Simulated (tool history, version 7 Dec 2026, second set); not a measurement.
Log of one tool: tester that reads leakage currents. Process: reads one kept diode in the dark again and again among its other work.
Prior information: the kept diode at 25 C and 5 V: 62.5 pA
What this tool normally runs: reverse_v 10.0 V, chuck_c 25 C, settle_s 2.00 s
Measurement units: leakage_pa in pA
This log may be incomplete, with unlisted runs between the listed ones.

Run 1, day 0.000: usual settings. Result: leakage_pa 83.32 pA.
Run 2, day 1.238: usual settings. Result: leakage_pa 83.98 pA.
Run 3, day 2.633: usual settings. Result: leakage_pa 84.23 pA.
Run 4, day 3.946: usual settings. Result: leakage_pa 84.13 pA.
Run 5, day 4.879: usual settings. Result: leakage_pa 84.45 pA.
Run 6, day 5.738: usual settings. Result: leakage_pa 84.24 pA.
Run 7, day 7.004: usual settings. Result: leakage_pa 83.96 pA.
Run 8, day 7.792: usual settings. Result: leakage_pa 84.51 pA.
Run 9, day 8.883: usual settings. Result: leakage_pa 83.98 pA.
Run 10, day 9.721: usual settings. Result: leakage_pa 85.33 pA.
Run 11, day 10.992: usual settings. Result: leakage_pa 84.91 pA.
Run 12, day 11.738: usual settings. Result: leakage_pa 84.71 pA.
Run 13, day 12.629: usual settings. Result: leakage_pa 85.23 pA.
Run 14, day 14.012: usual settings. Result: leakage_pa 85.30 pA.
Run 15, day 14.942: usual settings. Result: leakage_pa 85.30 pA.
Run 16, day 15.925: usual settings. Result: leakage_pa 85.42 pA.
Run 17, day 17.129: usual settings but settle_s 1.47 s. Result: leakage_pa 85.96 pA.
Run 18, day 18.383: usual settings. Result: leakage_pa 85.65 pA.
Run 19, day 19.467: usual settings. Result: leakage_pa 86.30 pA.
Run 20, day 20.896: usual settings but reverse_v 4.2 V, chuck_c 26 C, settle_s 0.61 s. Result: leakage_pa 64.77 pA.
Run 21, day 21.842: usual settings but reverse_v 2.5 V, chuck_c 27 C, settle_s 1.38 s. Result: leakage_pa 55.68 pA.
Run 22, day 23.362: usual settings but reverse_v 8.3 V, chuck_c 21 C, settle_s 2.71 s. Result: leakage_pa 59.70 pA.
Run 23, day 24.546: usual settings but reverse_v 2.4 V, chuck_c 30 C. Result: leakage_pa 68.14 pA.
Run 24, day 25.571: usual settings but reverse_v 3.0 V, chuck_c 21 C, settle_s 8.19 s. Result: leakage_pa 38.58 pA.
Run 25, day 27.017: usual settings but reverse_v 10.5 V, chuck_c 54 C, settle_s 2.03 s. Result: leakage_pa 607.41 pA.
Run 26, day 28.225: usual settings but reverse_v 10.5 V, chuck_c 54 C, settle_s 2.03 s. Result: leakage_pa 608.77 pA.
Run 27, day 29.758: usual settings. Result: leakage_pa 87.05 pA.
Run 28, day 31.233: usual settings but reverse_v 14.4 V, chuck_c 58 C, settle_s 0.73 s. Result: leakage_pa 879.83 pA.
Run 29, day 32.654: usual settings but reverse_v 6.6 V, settle_s 3.88 s. Result: leakage_pa 72.57 pA.
Run 30, day 33.900: usual settings but reverse_v 8.7 V, settle_s 1.49 s. Result: leakage_pa 82.35 pA.
Run 31, day 35.062: usual settings but chuck_c 27 C, settle_s 6.62 s. Result: leakage_pa 100.16 pA.
Run 32, day 36.508: usual settings but chuck_c 28 C, settle_s 2.48 s. Result: leakage_pa 107.00 pA.
Run 33, day 37.588: usual settings but reverse_v 1.9 V. Result: leakage_pa 42.94 pA.
Run 34, day 38.342: usual settings but reverse_v 1.1 V, chuck_c 23 C. Result: leakage_pa 29.89 pA.
Run 35, day 39.725: usual settings but reverse_v 1.1 V, chuck_c 54 C, settle_s 0.45 s. Result: leakage_pa 253.95 pA.
Run 36, day 40.592: usual settings but reverse_v 1.1 V, chuck_c 54 C, settle_s 0.45 s. Result: leakage_pa 251.62 pA.

Selected run-to-run steps in leakage_pa, each split into two signed amounts: the part the tool would show with no hidden state at all (from settings, incoming material and random variation), and the remainder, which goes to the hidden state together with any gauge scatter not common to the measured and the hidden-state-free results:
The tool's hidden condition here consists of: stray current of the dirty probe card, pA a volt; current scale over the true one, %; true chuck temperature over the reading, C; drift of the gauge itself on leakage_pa, %.
Run 24 -> 25: reverse_v 3.0 -> 10.5, chuck_c 21 -> 54, settle_s 8.19 -> 2.03. leakage_pa +568.83 pA: hidden state -12.13, all else +580.96.
Run 26 -> 27: reverse_v 10.5 -> 10.0, chuck_c 54 -> 25, settle_s 2.03 -> 2.00. leakage_pa -521.72 pA: hidden state +15.91, all else -537.63.
Run 27 -> 28: reverse_v 10.0 -> 14.4, chuck_c 25 -> 58, settle_s 2.00 -> 0.73. leakage_pa +792.78 pA: hidden state -21.03, all else +813.81.
Run 28 -> 29: reverse_v 14.4 -> 6.6, chuck_c 58 -> 25, settle_s 0.73 -> 3.88. leakage_pa -807.26 pA: hidden state +19.17, all else -826.43.
